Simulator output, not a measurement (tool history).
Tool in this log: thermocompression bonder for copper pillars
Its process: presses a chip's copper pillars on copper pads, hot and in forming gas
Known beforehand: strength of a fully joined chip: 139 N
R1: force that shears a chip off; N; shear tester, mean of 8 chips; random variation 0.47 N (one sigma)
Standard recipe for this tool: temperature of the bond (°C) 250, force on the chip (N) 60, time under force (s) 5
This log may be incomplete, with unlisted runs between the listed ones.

{"run": 1, "hour": 0.0, "temperature of the bond (°C)": 250, "force on the chip (N)": 60, "time under force (s)": 5, "R1": 107.5}
{"run": 2, "hour": 26.3, "temperature of the bond (°C)": 255, "force on the chip (N)": 60, "time under force (s)": 5, "R1": 112.6}
{"run": 3, "hour": 43.0, "temperature of the bond (°C)": 250, "force on the chip (N)": 60, "time under force (s)": 5, "R1": 106.4}
{"run": 4, "hour": 62.7, "temperature of the bond (°C)": 250, "force on the chip (N)": 60, "time under force (s)": 5, "R1": 106.9}
{"run": 5, "hour": 98.3, "temperature of the bond (°C)": 250, "force on the chip (N)": 60, "time under force (s)": 5, "R1": 106.5}
{"run": 6, "hour": 120.4, "temperature of the bond (°C)": 250, "force on the chip (N)": 60, "time under force (s)": 5, "R1": 106.7}
{"run": 7, "hour": 143.4, "temperature of the bond (°C)": 250, "force on the chip (N)": 60, "time under force (s)": 5, "R1": 106.6}
{"run": 8, "hour": 159.9, "temperature of the bond (°C)": 234, "force on the chip (N)": 60, "time under force (s)": 5, "R1": 89}
{"run": 9, "hour": 191.5, "temperature of the bond (°C)": 250, "force on the chip (N)": 60, "time under force (s)": 5, "R1": 105.8}
{"run": 10, "hour": 222.4, "temperature of the bond (°C)": 250, "force on the chip (N)": 60, "time under force (s)": 5, "R1": 106.1}
{"run": 11, "hour": 246.7, "temperature of the bond (°C)": 250, "force on the chip (N)": 60, "time under force (s)": 5, "R1": 106.8}
{"run": 12, "hour": 270.9, "temperature of the bond (°C)": 224, "force on the chip (N)": 53, "time under force (s)": 11, "R1": 92.9}
{"run": 13, "hour": 295.2, "temperature of the bond (°C)": 224, "force on the chip (N)": 53, "time under force (s)": 11, "R1": 92.1}
{"run": 14, "hour": 316.5, "temperature of the bond (°C)": 258, "force on the chip (N)": 60, "time under force (s)": 13, "R1": 126.7}
{"run": 15, "hour": 347.0, "temperature of the bond (°C)": 231, "force on the chip (N)": 60, "time under force (s)": 5, "R1": 85.5}
{"run": 16, "hour": 371.4, "temperature of the bond (°C)": 231, "force on the chip (N)": 60, "time under force (s)": 5, "R1": 85.9}
{"run": 17, "hour": 390.9, "temperature of the bond (°C)": 250, "force on the chip (N)": 44, "time under force (s)": 10, "R1": 110.7}
{"run": 18, "hour": 423.7, "temperature of the bond (°C)": 229, "force on the chip (N)": 48, "time under force (s)": 9, "R1": 88}

Each row is a separate what-if for the run after 18, all from the same tool condition, not one after another. Results?
{"run": "A", "hour": 448.2, "temperature of the bond (°C)": 275, "force on the chip (N)": 77, "time under force (s)": 14, "R1": "?"}
{"run": "B", "hour": 448.2, "temperature of the bond (°C)": 256, "force on the chip (N)": 87, "time under force (s)": 3, "R1": "?"}
{"run": "C", "hour": 448.2, "temperature of the bond (°C)": 223, "force on the chip (N)": 43, "time under force (s)": 3, "R1": "?"}

run=A R1=132.4
run=B R1=111.8
run=C R1=52.8
Had the tool no hidden state, the same runs would have come out as:
run=A R1=137.2
run=B R1=110
run=C R1=47.9

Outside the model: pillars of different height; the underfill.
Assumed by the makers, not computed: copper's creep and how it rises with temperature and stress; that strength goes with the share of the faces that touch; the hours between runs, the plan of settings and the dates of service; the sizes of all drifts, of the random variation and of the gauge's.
